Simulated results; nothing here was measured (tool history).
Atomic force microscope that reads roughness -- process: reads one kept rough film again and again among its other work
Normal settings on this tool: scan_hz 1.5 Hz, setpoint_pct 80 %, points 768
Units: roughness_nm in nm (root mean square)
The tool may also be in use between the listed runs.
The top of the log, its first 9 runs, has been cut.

run   hour  scan_hz  setpoint_pct  points  pictures with this tip  hours of work since the height scale was calibrated  roughness_nm
 10  108.1      1.5            65     768                      55                                                  165         2.142
 11  121.4      1.5            65     768                      65                                                  171         2.026
 12  129.6      1.5            65     768                      71                                                  175         1.963
 13    138      1.5            65     768                      77                                                  179         1.902
 14  146.6      1.5            65     768                      83                                                  183         1.831
 15  161.8      1.5            65     768                      94                                                  190         1.729
 16  173.2      1.5            65     768                     102                                                  195         1.679
 17  184.3     3.36            74     434                     110                                                  201         1.437
     194.9  -- new tip fitted
 18  196.4     0.77            74     434                       1                                                  206         3.269
 19  211.1     0.55            77     492                      11                                                  213         3.037
 20  220.6     3.86            55     464                      18                                                  217         2.773
 21  228.9      1.5            80     510                      24                                                  221         2.554
 22  238.4     0.62            61     594                      31                                                  225         2.606
 23  251.9     1.21            73     624                      40                                                  232         2.353
 24  263.4     1.21            73     624                      48                                                  237         2.212
 25  274.4     1.36            62     913                      56                                                  242         2.162
 26  287.8     1.36            66     783                      66                                                  248         2.024
 27    299     0.78            82     783                      74                                                  253         1.913
 28    308     0.68            72     332                      80                                                  257         1.845
 29  318.1     0.68            70     951                      87                                                  262         1.813
 30    326     2.67            65     768                      93                                                  266         1.705
 31  334.7     1.17            87     262                      99                                                  270         1.552
 32  342.5     1.19            88     285                     105                                                  273         1.509

3 ways to go on from here, each from the tool as it stands after run 32. What would each give?
  A  357.7     0.89            64     285                     116                                                  280             ?
  B  357.7     3.87            73     569                     116                                                  280             ?
  C  357.7      1.5            80     295                     116                                                  280             ?

run  roughness_nm
  A         1.556
  B         1.389
  C         1.452
With no hidden state in the tool, these same runs would have given:
run  roughness_nm
  A         3.305
  B         2.947
  C         3.085
